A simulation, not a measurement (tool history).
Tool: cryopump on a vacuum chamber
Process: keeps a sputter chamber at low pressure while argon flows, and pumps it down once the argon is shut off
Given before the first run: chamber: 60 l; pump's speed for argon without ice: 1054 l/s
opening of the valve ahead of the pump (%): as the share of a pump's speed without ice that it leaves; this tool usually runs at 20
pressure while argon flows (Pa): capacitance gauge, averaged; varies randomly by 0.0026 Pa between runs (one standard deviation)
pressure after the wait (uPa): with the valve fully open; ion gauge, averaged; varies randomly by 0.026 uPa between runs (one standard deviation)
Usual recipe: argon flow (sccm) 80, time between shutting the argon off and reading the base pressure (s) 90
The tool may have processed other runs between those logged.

run	day	argon flow (sccm)	time between shutting the argon off and reading the base pressure (s)	opening of the valve ahead of the pump (%)	pressure while argon flows (Pa)	pressure after the wait (uPa)
1	0	80	90	20	0.6723	2.97
# day 2.242: leaking fittings of the chamber tightened, without venting
2	4.042	80	90	20	0.6785	1.2
3	7.792	80	90	47	0.3124	1.2
4	10.25	80	90	47	0.3159	1.33
5	12.375	80	90	47	0.3179	1.34
6	14.588	80	90	47	0.3198	1.34
7	17.225	80	90	47	0.3234	1.36
8	19.208	80	90	47	0.3228	1.34
9	22.021	80	40	20	0.6929	2.43
10	25.592	80	40	20	0.6982	2.54
11	27.875	80	90	20	0.6955	1.46
12	30.554	80	90	20	0.7015	1.5
13	32.621	80	199	20	0.7054	1.11
14	36.125	80	199	20	0.7108	1.15
15	37.917	156	90	20	1.3879	1.65
16	41.646	156	90	20	1.4013	1.64
# day 44.979: pump warmed up, emptied and cooled again
17	45.871	156	90	20	1.2581	1.38
18	47.779	80	26	20	0.6483	3.39
19	50.904	78	26	51	0.2522	3.43
20	54.354	86	233	51	0.2816	0.96
21	56.454	58	60	43	0.226	1.85
22	60.529	58	60	43	0.2267	1.93
23	62.408	115	125	33	0.574	1.3
24	65.367	44	28	20	0.3589	3.36
25	68.804	80	90	25	0.5311	1.58
26	72.079	38	47	20	0.3124	2.39
27	75.367	80	40	20	0.6658	2.66

Run 28 has not been measured yet. What should we expect?
28	77.879	80	45	35	?	?

pressure while argon flows (Pa): 0.3936
pressure after the wait (uPa): 2.46
Were there no unlogged condition in the tool, this run, its random variation unchanged, would have produced pressure while argon flows (Pa) 0.3696, pressure after the wait (uPa) 1.88.

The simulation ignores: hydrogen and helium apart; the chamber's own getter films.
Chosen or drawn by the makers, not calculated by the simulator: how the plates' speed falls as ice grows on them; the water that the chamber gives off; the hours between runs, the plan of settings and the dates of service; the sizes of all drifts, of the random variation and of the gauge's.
